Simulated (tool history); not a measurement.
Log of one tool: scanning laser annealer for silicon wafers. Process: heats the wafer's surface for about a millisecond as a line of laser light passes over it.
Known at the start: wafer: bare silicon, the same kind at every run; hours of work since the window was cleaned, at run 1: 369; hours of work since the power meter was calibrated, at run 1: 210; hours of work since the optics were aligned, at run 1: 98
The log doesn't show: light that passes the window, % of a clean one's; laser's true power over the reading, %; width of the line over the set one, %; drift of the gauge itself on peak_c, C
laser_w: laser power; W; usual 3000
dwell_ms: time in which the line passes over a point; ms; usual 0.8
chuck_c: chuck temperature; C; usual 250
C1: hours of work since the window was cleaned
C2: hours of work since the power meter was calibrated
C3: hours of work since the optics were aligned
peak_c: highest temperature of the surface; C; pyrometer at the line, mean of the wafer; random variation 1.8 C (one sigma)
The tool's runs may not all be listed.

{"run": 1, "hour": 0.0, "laser_w": 3000, "dwell_ms": 0.8, "chuck_c": 250, "C1": 369, "C2": 210, "C3": 98, "peak_c": 991}
{"run": 2, "hour": 14.9, "laser_w": 3000, "dwell_ms": 0.8, "chuck_c": 250, "C1": 377, "C2": 218, "C3": 106, "peak_c": 986}
{"run": 3, "hour": 25.7, "laser_w": 2856, "dwell_ms": 0.8, "chuck_c": 250, "C1": 382, "C2": 223, "C3": 112, "peak_c": 950}
{"run": 4, "hour": 45.1, "laser_w": 2856, "dwell_ms": 0.8, "chuck_c": 250, "C1": 393, "C2": 234, "C3": 122, "peak_c": 950}
{"run": 5, "hour": 54.7, "laser_w": 2686, "dwell_ms": 0.8, "chuck_c": 250, "C1": 398, "C2": 239, "C3": 127, "peak_c": 903}
{"run": 6, "hour": 71.9, "laser_w": 3000, "dwell_ms": 0.8, "chuck_c": 252, "C1": 407, "C2": 248, "C3": 136, "peak_c": 988}
{"run": 7, "hour": 87.3, "laser_w": 3000, "dwell_ms": 0.8, "chuck_c": 252, "C1": 415, "C2": 256, "C3": 144, "peak_c": 988}
{"run": 8, "hour": 105.2, "laser_w": 3000, "dwell_ms": 0.8, "chuck_c": 215, "C1": 424, "C2": 265, "C3": 154, "peak_c": 951}
{"run": 9, "hour": 125.1, "laser_w": 3000, "dwell_ms": 0.8, "chuck_c": 215, "C1": 435, "C2": 276, "C3": 164, "peak_c": 948}
{"run": 10, "hour": 145.7, "laser_w": 3000, "dwell_ms": 0.8, "chuck_c": 271, "C1": 446, "C2": 287, "C3": 175, "peak_c": 1003}
{"run": 11, "hour": 166.3, "laser_w": 3000, "dwell_ms": 0.8, "chuck_c": 250, "C1": 456, "C2": 297, "C3": 186, "peak_c": 982}
{"run": 12, "hour": 184.6, "laser_w": 3183, "dwell_ms": 0.8, "chuck_c": 250, "C1": 466, "C2": 307, "C3": 195, "peak_c": 1028}
{"run": 13, "hour": 203.0, "laser_w": 3183, "dwell_ms": 0.8, "chuck_c": 250, "C1": 476, "C2": 317, "C3": 205, "peak_c": 1029}
{"run": 14, "hour": 221.9, "laser_w": 3183, "dwell_ms": 0.8, "chuck_c": 250, "C1": 486, "C2": 327, "C3": 215, "peak_c": 1027}
{"run": 15, "hour": 236.3, "laser_w": 3183, "dwell_ms": 0.636, "chuck_c": 250, "C1": 493, "C2": 334, "C3": 223, "peak_c": 947}
{"run": 16, "hour": 249.5, "laser_w": 3000, "dwell_ms": 0.8, "chuck_c": 250, "C1": 500, "C2": 341, "C3": 230, "peak_c": 977}
{"run": 17, "hour": 267.6, "laser_w": 3000, "dwell_ms": 0.8, "chuck_c": 250, "C1": 510, "C2": 351, "C3": 239, "peak_c": 975}
{"run": 18, "hour": 288.3, "laser_w": 3000, "dwell_ms": 0.573, "chuck_c": 250, "C1": 521, "C2": 362, "C3": 250, "peak_c": 870}
{"hour": 291.8, "done": "window over the wafer cleaned"}
{"run": 19, "hour": 306.1, "laser_w": 3000, "dwell_ms": 0.573, "chuck_c": 250, "C1": 8, "C2": 370, "C3": 258, "peak_c": 858}
{"run": 20, "hour": 318.4, "laser_w": 3000, "dwell_ms": 0.573, "chuck_c": 250, "C1": 14, "C2": 377, "C3": 265, "peak_c": 853}
{"run": 21, "hour": 334.5, "laser_w": 3291, "dwell_ms": 0.971, "chuck_c": 234, "C1": 23, "C2": 385, "C3": 273, "peak_c": 1087}
{"run": 22, "hour": 350.9, "laser_w": 3269, "dwell_ms": 0.62, "chuck_c": 234, "C1": 31, "C2": 394, "C3": 282, "peak_c": 922}
{"run": 23, "hour": 363.3, "laser_w": 3269, "dwell_ms": 0.62, "chuck_c": 234, "C1": 38, "C2": 400, "C3": 289, "peak_c": 924}
{"run": 24, "hour": 381.8, "laser_w": 2711, "dwell_ms": 0.788, "chuck_c": 218, "C1": 48, "C2": 410, "C3": 298, "peak_c": 841}
{"hour": 400.9, "done": "window over the wafer cleaned, once more"}
{"run": 25, "hour": 400.9, "laser_w": 2711, "dwell_ms": 0.788, "chuck_c": 218, "C1": 0, "C2": 419, "C3": 307, "peak_c": 899}
{"run": 26, "hour": 413.5, "laser_w": 2899, "dwell_ms": 0.765, "chuck_c": 229, "C1": 7, "C2": 426, "C3": 314, "peak_c": 956}
{"run": 27, "hour": 424.0, "laser_w": 2877, "dwell_ms": 0.791, "chuck_c": 250, "C1": 12, "C2": 431, "C3": 320, "peak_c": 978}
{"run": 28, "hour": 438.7, "laser_w": 2725, "dwell_ms": 0.8, "chuck_c": 269, "C1": 20, "C2": 439, "C3": 327, "peak_c": 956}
{"run": 29, "hour": 461.2, "laser_w": 2725, "dwell_ms": 0.8, "chuck_c": 269, "C1": 32, "C2": 451, "C3": 339, "peak_c": 956}
{"run": 30, "hour": 477.6, "laser_w": 2725, "dwell_ms": 0.8, "chuck_c": 269, "C1": 40, "C2": 460, "C3": 348, "peak_c": 953}
{"run": 31, "hour": 488.6, "laser_w": 3000, "dwell_ms": 0.883, "chuck_c": 255, "C1": 46, "C2": 465, "C3": 354, "peak_c": 1054}
{"run": 32, "hour": 509.8, "laser_w": 2878, "dwell_ms": 0.644, "chuck_c": 255, "C1": 57, "C2": 477, "C3": 365, "peak_c": 914}
{"run": 33, "hour": 526.3, "laser_w": 2850, "dwell_ms": 0.969, "chuck_c": 242, "C1": 66, "C2": 485, "C3": 373, "peak_c": 1024}
{"run": 34, "hour": 548.3, "laser_w": 2835, "dwell_ms": 0.655, "chuck_c": 242, "C1": 78, "C2": 497, "C3": 385, "peak_c": 892}
{"run": 35, "hour": 566.4, "laser_w": 2835, "dwell_ms": 0.655, "chuck_c": 242, "C1": 87, "C2": 506, "C3": 395, "peak_c": 889}
{"run": 36, "hour": 584.5, "laser_w": 2835, "dwell_ms": 0.655, "chuck_c": 242, "C1": 97, "C2": 516, "C3": 404, "peak_c": 888}
{"run": 37, "hour": 599.9, "laser_w": 2699, "dwell_ms": 0.929, "chuck_c": 226, "C1": 105, "C2": 524, "C3": 412, "peak_c": 946}
{"run": 38, "hour": 620.5, "laser_w": 2699, "dwell_ms": 0.708, "chuck_c": 242, "C1": 116, "C2": 535, "C3": 423, "peak_c": 874}
{"run": 39, "hour": 630.4, "laser_w": 2789, "dwell_ms": 0.946, "chuck_c": 250, "C1": 121, "C2": 540, "C3": 428, "peak_c": 1003}
{"run": 40, "hour": 651.3, "laser_w": 2717, "dwell_ms": 0.939, "chuck_c": 219, "C1": 132, "C2": 551, "C3": 439, "peak_c": 941}

Forecast each of these 5 alternatives for the next run:
{"run": "A", "hour": 660.6, "laser_w": 2717, "dwell_ms": 0.657, "chuck_c": 239, "C1": 137, "C2": 556, "C3": 444, "peak_c": "?"}
{"run": "B", "hour": 660.6, "laser_w": 3000, "dwell_ms": 0.923, "chuck_c": 250, "C1": 137, "C2": 556, "C3": 444, "peak_c": "?"}
{"run": "C", "hour": 660.6, "laser_w": 2717, "dwell_ms": 0.607, "chuck_c": 219, "C1": 137, "C2": 556, "C3": 444, "peak_c": "?"}
{"run": "D", "hour": 660.6, "laser_w": 3204, "dwell_ms": 0.963, "chuck_c": 234, "C1": 137, "C2": 556, "C3": 444, "peak_c": "?"}
{"run": "E", "hour": 660.6, "laser_w": 2717, "dwell_ms": 0.939, "chuck_c": 238, "C1": 137, "C2": 556, "C3": 444, "peak_c": "?"}

run=A peak_c=855
run=B peak_c=1052
run=C peak_c=812
run=D peak_c=1115
run=E peak_c=963
Without the tool's hidden state the same runs would have given:
run=A peak_c=876
run=B peak_c=1079
run=C peak_c=832
run=D peak_c=1145
run=E peak_c=987

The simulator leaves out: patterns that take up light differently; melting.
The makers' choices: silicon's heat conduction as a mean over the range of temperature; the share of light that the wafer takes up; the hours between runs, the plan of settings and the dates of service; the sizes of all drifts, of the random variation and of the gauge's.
